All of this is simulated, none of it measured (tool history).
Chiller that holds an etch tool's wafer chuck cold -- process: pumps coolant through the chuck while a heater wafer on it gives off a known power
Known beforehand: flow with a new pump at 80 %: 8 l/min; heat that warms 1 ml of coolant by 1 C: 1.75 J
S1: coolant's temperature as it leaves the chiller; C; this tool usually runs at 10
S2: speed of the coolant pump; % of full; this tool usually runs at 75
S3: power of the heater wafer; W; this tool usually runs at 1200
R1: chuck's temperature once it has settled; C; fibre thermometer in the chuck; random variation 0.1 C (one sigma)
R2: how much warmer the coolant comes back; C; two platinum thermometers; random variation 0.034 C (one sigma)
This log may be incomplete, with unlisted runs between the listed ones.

{"run": 1, "hour": 0.0, "S1": 10, "S2": 75, "S3": 1200, "R1": 20.5, "R2": 5.61}
{"run": 2, "hour": 67.9, "S1": 10, "S2": 75, "S3": 1200, "R1": 20.4, "R2": 5.6}
{"run": 3, "hour": 130.2, "S1": 8, "S2": 75, "S3": 1200, "R1": 18.6, "R2": 5.65}
{"run": 4, "hour": 187.7, "S1": 8, "S2": 75, "S3": 1200, "R1": 18.4, "R2": 5.58}
{"run": 5, "hour": 279.7, "S1": 8, "S2": 75, "S3": 1200, "R1": 18.5, "R2": 5.58}
{"run": 6, "hour": 355.6, "S1": 8, "S2": 75, "S3": 1200, "R1": 18.6, "R2": 5.64}
{"run": 7, "hour": 429.8, "S1": 8, "S2": 63, "S3": 844, "R1": 16.4, "R2": 4.74}
{"run": 8, "hour": 517.0, "S1": 10, "S2": 84, "S3": 1200, "R1": 19.7, "R2": 4.98}
{"run": 9, "hour": 582.4, "S1": 10, "S2": 75, "S3": 869, "R1": 17.6, "R2": 4.09}
{"run": 10, "hour": 646.0, "S1": 10, "S2": 75, "S3": 869, "R1": 17.8, "R2": 4.12}
{"run": 11, "hour": 738.6, "S1": 10, "S2": 75, "S3": 854, "R1": 17.8, "R2": 4.0}

Below are 4 alternative next runs, each starting from the tool's condition after run 11. Predict each:
{"run": "A", "hour": 789.9, "S1": 17, "S2": 75, "S3": 1111, "R1": "?", "R2": "?"}
{"run": "B", "hour": 789.9, "S1": 8, "S2": 91, "S3": 854, "R1": "?", "R2": "?"}
{"run": "C", "hour": 789.9, "S1": 10, "S2": 75, "S3": 1001, "R1": "?", "R2": "?"}
{"run": "D", "hour": 789.9, "S1": 10, "S2": 97, "S3": 1043, "R1": "?", "R2": "?"}

run=A R1=26.8 R2=5.23
run=B R1=14.8 R2=3.25
run=C R1=18.9 R2=4.68
run=D R1=17.9 R2=3.69
Stripped of hidden state, with their random variation kept, the same runs would have yielded:
run=A R1=26.2 R2=5.12
run=B R1=14.3 R2=3.18
run=C R1=18.3 R2=4.58
run=D R1=17.3 R2=3.60
